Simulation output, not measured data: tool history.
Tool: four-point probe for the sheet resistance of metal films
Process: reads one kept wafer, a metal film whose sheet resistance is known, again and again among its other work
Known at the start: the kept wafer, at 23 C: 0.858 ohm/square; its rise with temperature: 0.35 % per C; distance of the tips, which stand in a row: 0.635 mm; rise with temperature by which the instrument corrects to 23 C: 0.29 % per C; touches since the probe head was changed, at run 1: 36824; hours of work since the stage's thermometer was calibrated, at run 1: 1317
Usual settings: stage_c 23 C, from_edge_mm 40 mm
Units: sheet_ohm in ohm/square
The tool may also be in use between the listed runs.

run   hour  stage_c  from_edge_mm  touches since the probe head was changed  hours of work since the stage's thermometer was calibrated  sheet_ohm
  1    0.0       23            40                                     36824                                                        1317   0.861252
  2   15.8       23            40                                     37364                                                        1323   0.861656
  3   48.9       23            40                                     38492                                                        1337   0.861458
  4   84.5       28            40                                     39709                                                        1351   0.863856
  5  117.8       28            40                                     40845                                                        1365   0.863754
  6  136.2       26            40                                     41474                                                        1373   0.863374
  7  169.2       25            40                                     42599                                                        1386   0.862363
  8  187.0       19            40                                     43209                                                        1393   0.859228
  9  216.8       23            40                                     44225                                                        1406   0.861355
 10  241.7       23            40                                     45074                                                        1416   0.861395
 11  266.6       33            35                                     45924                                                        1426   0.866710
 12  288.2       33            35                                     46661                                                        1435   0.866490
 13  310.4       19            62                                     47419                                                        1444   0.859562
 14  328.7       21            68                                     48043                                                        1452   0.860317
 15  353.2       20             9                                     48880                                                        1462   0.862417
 16  373.3       28             5                                     49569                                                        1470   0.871386
 17  396.1       18             4                                     50346                                                        1479   0.870457
 18  431.7       21             3                                     51563                                                        1494   0.880883
 19  457.3       21             3                                     52433                                                        1504   0.881030
 20  480.3       18             4                                     53219                                                        1514   0.870571

Forecast each of these 5 alternatives for the next run:
  A  505.3       23            45                                     54074                                                        1524          ?
  B  505.3       22            42                                     54074                                                        1524          ?
  C  505.3       23             9                                     54074                                                        1524          ?
  D  505.3       18             4                                     54074                                                        1524          ?
  E  505.3       32            21                                     54074                                                        1524          ?

run  sheet_ohm
  A   0.861520
  B   0.861538
  C   0.864029
  D   0.870707
  E   0.866396
Without the tool's hidden state the same runs would have given:
run  sheet_ohm
  A   0.857945
  B   0.857968
  C   0.860445
  D   0.867127
  E   0.862752

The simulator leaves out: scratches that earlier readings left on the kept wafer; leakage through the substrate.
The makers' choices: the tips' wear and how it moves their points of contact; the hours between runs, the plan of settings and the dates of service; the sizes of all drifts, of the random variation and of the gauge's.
